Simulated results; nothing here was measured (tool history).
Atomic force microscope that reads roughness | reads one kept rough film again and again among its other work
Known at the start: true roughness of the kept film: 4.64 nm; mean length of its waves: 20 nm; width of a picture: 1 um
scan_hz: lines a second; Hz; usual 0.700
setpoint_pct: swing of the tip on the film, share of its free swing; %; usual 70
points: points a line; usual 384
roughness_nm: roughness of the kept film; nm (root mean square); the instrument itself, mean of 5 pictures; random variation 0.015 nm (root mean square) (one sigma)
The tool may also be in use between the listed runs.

| run | day | scan_hz | setpoint_pct | points | roughness_nm |
|---|---|---|---|---|---|
| 1 | 0.000 | 0.700 | 70 | 384 | 2.667 |
| 2 | 1.779 | 0.700 | 70 | 384 | 2.524 |
| 3 | 3.842 | 0.700 | 70 | 384 | 2.338 |
|  | 4.471 | new tip fitted |
| 4 | 5.200 | 0.700 | 70 | 384 | 3.354 |
| 5 | 6.633 | 0.700 | 70 | 384 | 3.113 |
| 6 | 8.804 | 0.700 | 70 | 384 | 2.791 |
| 7 | 10.696 | 0.700 | 70 | 384 | 2.605 |
| 8 | 12.025 | 3.810 | 70 | 384 | 2.098 |
| 9 | 14.133 | 3.810 | 70 | 384 | 1.930 |
|  | 14.283 | height scale calibrated on a step standard |
|  | 15.167 | new tip fitted |
| 10 | 15.904 | 3.810 | 70 | 384 | 2.843 |
| 11 | 17.392 | 0.700 | 70 | 384 | 3.084 |
| 12 | 18.958 | 0.700 | 70 | 384 | 2.881 |
| 13 | 21.512 | 0.700 | 70 | 384 | 2.596 |
|  | 23.333 | height scale calibrated on a step standard, once more |
| 14 | 23.333 | 0.871 | 85 | 759 | 2.358 |
| 15 | 25.333 | 0.871 | 85 | 759 | 2.199 |
|  | 25.829 | new tip fitted |
| 16 | 27.958 | 3.434 | 70 | 307 | 2.746 |
| 17 | 29.042 | 3.434 | 70 | 307 | 2.605 |
| 18 | 31.012 | 3.434 | 70 | 307 | 2.390 |
| 19 | 33.042 | 3.434 | 61 | 903 | 2.441 |
| 20 | 35.367 | 3.693 | 70 | 261 | 1.991 |
|  | 36.383 | new tip fitted |
| 21 | 37.617 | 1.704 | 80 | 384 | 2.940 |
| 22 | 40.129 | 3.729 | 60 | 261 | 2.684 |
| 23 | 42.188 | 3.516 | 89 | 479 | 1.828 |
| 24 | 43.983 | 0.700 | 65 | 384 | 2.530 |
| 25 | 46.000 | 0.700 | 76 | 984 | 2.334 |

The same runs without the tool's hidden state, with the same run-to-run variation:
The hidden state here: radius of the tip, nm; height scale over the true one, %; drift of the gauge itself on roughness_nm, %.
| run | roughness_nm |
|---|---|
| 1 | 3.552 |
| 2 | 3.580 |
| 3 | 3.582 |
| 4 | 3.563 |
| 5 | 3.584 |
| 6 | 3.558 |
| 7 | 3.570 |
| 8 | 3.048 |
| 9 | 3.026 |
| 10 | 3.044 |
| 11 | 3.561 |
| 12 | 3.577 |
| 13 | 3.569 |
| 14 | 3.402 |
| 15 | 3.390 |
| 16 | 3.065 |
| 17 | 3.064 |
| 18 | 3.052 |
| 19 | 3.374 |
| 20 | 2.999 |
| 21 | 3.161 |
| 22 | 3.263 |
| 23 | 2.423 |
| 24 | 3.617 |
| 25 | 3.576 |

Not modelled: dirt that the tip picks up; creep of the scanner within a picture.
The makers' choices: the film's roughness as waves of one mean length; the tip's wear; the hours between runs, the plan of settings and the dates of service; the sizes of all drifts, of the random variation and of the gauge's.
